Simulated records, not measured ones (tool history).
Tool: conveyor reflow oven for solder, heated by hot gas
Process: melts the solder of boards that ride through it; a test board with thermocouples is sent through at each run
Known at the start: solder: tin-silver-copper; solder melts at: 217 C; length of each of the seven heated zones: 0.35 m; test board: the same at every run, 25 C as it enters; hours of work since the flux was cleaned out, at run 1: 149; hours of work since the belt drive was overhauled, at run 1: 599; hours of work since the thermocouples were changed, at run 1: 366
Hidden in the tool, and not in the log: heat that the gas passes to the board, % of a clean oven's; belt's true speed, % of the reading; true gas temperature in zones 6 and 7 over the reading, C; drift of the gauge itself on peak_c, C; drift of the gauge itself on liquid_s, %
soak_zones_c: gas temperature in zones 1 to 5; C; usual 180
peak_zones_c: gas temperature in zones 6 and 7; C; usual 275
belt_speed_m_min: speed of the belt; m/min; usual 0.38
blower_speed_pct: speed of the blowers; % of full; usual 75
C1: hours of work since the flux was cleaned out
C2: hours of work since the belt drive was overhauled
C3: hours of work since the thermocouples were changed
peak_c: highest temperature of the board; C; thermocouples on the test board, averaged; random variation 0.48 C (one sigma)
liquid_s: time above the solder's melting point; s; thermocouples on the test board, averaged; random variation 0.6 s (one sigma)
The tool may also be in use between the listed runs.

Run 1, hour 0: usual settings; C1 149; C2 599; C3 366. Result: peak_c 263.9 C, liquid_s 100.5 s.
Run 2, hour 13.5: usual settings; C1 157; C2 608; C3 375. Result: peak_c 265.3 C, liquid_s 99.1 s.
Run 3, hour 26.2: usual settings; C1 165; C2 616; C3 383. Result: peak_c 264.1 C, liquid_s 97.9 s.
Run 4, hour 43.5: usual settings; C1 176; C2 627; C3 394. Result: peak_c 263.3 C, liquid_s 98 s.
Run 5, hour 56.9: usual settings; C1 185; C2 636; C3 402. Result: peak_c 265.3 C, liquid_s 99.1 s.
Run 6, hour 67.9: usual settings; C1 192; C2 643; C3 409. Result: peak_c 264.7 C, liquid_s 99.2 s.
Run 7, hour 89: usual settings; C1 206; C2 656; C3 423. Result: peak_c 263.6 C, liquid_s 99.3 s.
Run 8, hour 110.9: usual settings; C1 220; C2 670; C3 437. Result: peak_c 264.2 C, liquid_s 98.3 s.
At hour 116.6: belt drive overhauled, speed set with a stopwatch.
Run 9, hour 129.1: usual settings but soak_zones_c 192 C, peak_zones_c 267 C, blower_speed_pct 86 % of full; C1 229; C2 8; C3 446. Result: peak_c 258.6 C, liquid_s 103 s.
Run 10, hour 153.6: usual settings but soak_zones_c 192 C, peak_zones_c 267 C, blower_speed_pct 86 % of full; C1 244; C2 24; C3 462. Result: peak_c 258.8 C, liquid_s 101.8 s.
Run 11, hour 166.9: usual settings but peak_zones_c 270 C, belt_speed_m_min 0.319 m/min, blower_speed_pct 86 % of full; C1 253; C2 32; C3 470. Result: peak_c 263.8 C, liquid_s 117.7 s.
At hour 196.2: belt drive overhauled, speed set with a stopwatch, once more.
Run 12, hour 197.1: usual settings but peak_zones_c 286 C, blower_speed_pct 53 % of full; C1 270; C2 1; C3 487. Result: peak_c 268.8 C, liquid_s 100.1 s.
Run 13, hour 217.6: usual settings but peak_zones_c 286 C, blower_speed_pct 53 % of full; C1 283; C2 14; C3 500. Result: peak_c 268.8 C, liquid_s 99.7 s.
Run 14, hour 235.1: usual settings but soak_zones_c 175 C, peak_zones_c 278 C, belt_speed_m_min 0.328 m/min, blower_speed_pct 87 % of full; C1 294; C2 25; C3 512. Result: peak_c 269.8 C, liquid_s 116.1 s.
Run 15, hour 252: usual settings but soak_zones_c 185 C, peak_zones_c 285 C, belt_speed_m_min 0.406 m/min, blower_speed_pct 87 % of full; C1 305; C2 36; C3 522. Result: peak_c 273.2 C, liquid_s 98.1 s.

4 ways to go on from here, each from the tool as it stands after run 15. What would each give?
At hour 278.8: flux residue cleaned out of gas plates and filters.
Run A, hour 283.9: usual settings but soak_zones_c 172 C, peak_zones_c 285 C, belt_speed_m_min 0.316 m/min, blower_speed_pct 67 % of full; C1 3; C2 53; C3 540. Result: peak_c ?, liquid_s ?.
At hour 278.8: flux residue cleaned out of gas plates and filters.
Run B, hour 283.9: usual settings but soak_zones_c 189 C, peak_zones_c 285 C, belt_speed_m_min 0.406 m/min, blower_speed_pct 51 % of full; C1 3; C2 53; C3 540. Result: peak_c ?, liquid_s ?.
At hour 278.8: flux residue cleaned out of gas plates and filters.
Run C, hour 283.9: usual settings but peak_zones_c 278 C, belt_speed_m_min 0.348 m/min, blower_speed_pct 55 % of full; C1 3; C2 53; C3 540. Result: peak_c ?, liquid_s ?.
At hour 278.8: flux residue cleaned out of gas plates and filters.
Run D, hour 283.9: usual settings but peak_zones_c 280 C; C1 3; C2 53; C3 540. Result: peak_c ?, liquid_s ?.

run  peak_c  liquid_s
  A   275.4     122.4
  B   267.7      97.6
  C   265.9     108.6
  D   269.1     100.6
Without the tool's hidden state the same runs would have given:
run  peak_c  liquid_s
  A   277.2     123.4
  B   269.4      98.6
  C   267.6     109.8
  D   270.8     101.6
